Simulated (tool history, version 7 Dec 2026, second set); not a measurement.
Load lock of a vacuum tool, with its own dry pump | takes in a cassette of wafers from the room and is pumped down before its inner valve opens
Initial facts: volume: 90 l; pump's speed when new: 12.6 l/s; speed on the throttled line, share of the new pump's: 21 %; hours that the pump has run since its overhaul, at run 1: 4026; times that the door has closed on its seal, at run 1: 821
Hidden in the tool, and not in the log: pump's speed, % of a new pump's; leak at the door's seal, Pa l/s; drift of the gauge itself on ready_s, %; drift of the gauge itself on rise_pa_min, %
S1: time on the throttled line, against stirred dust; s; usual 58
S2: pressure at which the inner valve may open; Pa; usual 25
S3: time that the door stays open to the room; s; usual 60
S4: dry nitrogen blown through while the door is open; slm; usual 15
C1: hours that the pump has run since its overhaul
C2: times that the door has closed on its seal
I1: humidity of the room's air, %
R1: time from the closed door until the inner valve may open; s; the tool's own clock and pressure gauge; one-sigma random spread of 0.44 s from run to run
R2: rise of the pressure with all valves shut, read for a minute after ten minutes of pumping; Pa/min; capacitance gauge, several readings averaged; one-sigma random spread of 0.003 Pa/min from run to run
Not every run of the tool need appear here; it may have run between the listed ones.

Run 1, day 0: usual settings; C1 4026; C2 821; I1 39.3. Result: R1 106.8 s, R2 0.03 Pa/min.
Run 2, day 2.304: usual settings; C1 4082; C2 932; I1 44.8. Result: R1 107.2 s, R2 0.035 Pa/min.
Run 3, day 4.958: usual settings but S3 59 s; C1 4145; C2 1060; I1 47.3. Result: R1 107.1 s, R2 0.026 Pa/min.
Run 4, day 8.246: usual settings but S3 59 s; C1 4224; C2 1219; I1 43.8. Result: R1 107 s, R2 0.032 Pa/min.
Run 5, day 10.575: usual settings but S3 59 s; C1 4280; C2 1331; I1 43.4. Result: R1 108.1 s, R2 0.034 Pa/min.
Run 6, day 12.696: usual settings but S3 108 s; C1 4331; C2 1434; I1 45.9. Result: R1 106.7 s, R2 0.041 Pa/min.
Run 7, day 16.012: usual settings; C1 4411; C2 1594; I1 47.2. Result: R1 107 s, R2 0.038 Pa/min.
Run 8, day 19.6: usual settings; C1 4497; C2 1767; I1 47.3. Result: R1 107.6 s, R2 0.034 Pa/min.
Run 9, day 21.721: usual settings; C1 4548; C2 1870; I1 46.3. Result: R1 108.1 s, R2 0.035 Pa/min.
Run 10, day 24.138: usual settings but S3 29 s; C1 4606; C2 1987; I1 44.8. Result: R1 107.2 s, R2 0.023 Pa/min.
Run 11, day 27.308: usual settings but S3 49 s; C1 4682; C2 2140; I1 44.6. Result: R1 106.7 s, R2 0.025 Pa/min.
Run 12, day 29.562: usual settings but S3 36 s, S4 18 slm; C1 4736; C2 2249; I1 40.2. Result: R1 107 s, R2 0.027 Pa/min.
Run 13, day 31.562: usual settings but S1 52 s, S2 29 Pa, S3 42 s, S4 44 slm; C1 4784; C2 2345; I1 44.4. Result: R1 101.6 s, R2 0.018 Pa/min.
Run 14, day 33.512: usual settings but S1 61 s, S2 44 Pa; C1 4831; C2 2440; I1 41. Result: R1 105.4 s, R2 0.032 Pa/min.
Run 15, day 35.096: usual settings but S1 29 s, S3 28 s; C1 4869; C2 2516; I1 40.3. Result: R1 84.6 s, R2 0.025 Pa/min.
Run 16, day 37.171: usual settings but S1 29 s, S3 28 s; C1 4919; C2 2616; I1 42. Result: R1 84.8 s, R2 0.033 Pa/min.
Run 17, day 39.962: usual settings but S1 29 s, S2 50 Pa, S3 28 s, S4 42 slm; C1 4986; C2 2751; I1 43.1. Result: R1 79.9 s, R2 0.019 Pa/min.
Run 18, day 41.479: usual settings but S4 21 slm; C1 5022; C2 2824; I1 47. Result: R1 107.5 s, R2 0.032 Pa/min.
Run 19, day 44.075: usual settings but S1 66 s, S3 118 s; C1 5084; C2 2950; I1 39.4. Result: R1 113.7 s, R2 0.038 Pa/min.
Run 20, day 45.858: usual settings but S1 101 s, S2 41 Pa, S3 96 s, S4 9 slm; C1 5127; C2 3036; I1 40.3. Result: R1 139.2 s, R2 0.046 Pa/min.

How would selected steps in R1 from run to run divide? Give the signed amount a tool lacking its hidden state would still show from settings, what came in and random variation, and the signed amount left for the hidden state, including any gauge scatter that is not in both of the compared results.
Run 14 -> 15: S1 61 -> 29, S2 44 -> 25, S3 60 -> 28. R1 -20.8 s: hidden state +0.5, all else -21.3.
Run 17 -> 18: S1 29 -> 58, S2 50 -> 25, S3 28 -> 60, S4 42 -> 21. R1 +27.6 s: hidden state +0, all else +27.6.
Run 19 -> 20: S1 66 -> 101, S2 25 -> 41, S3 118 -> 96, S4 15 -> 9. R1 +25.5 s: hidden state -0.5, all else +26.
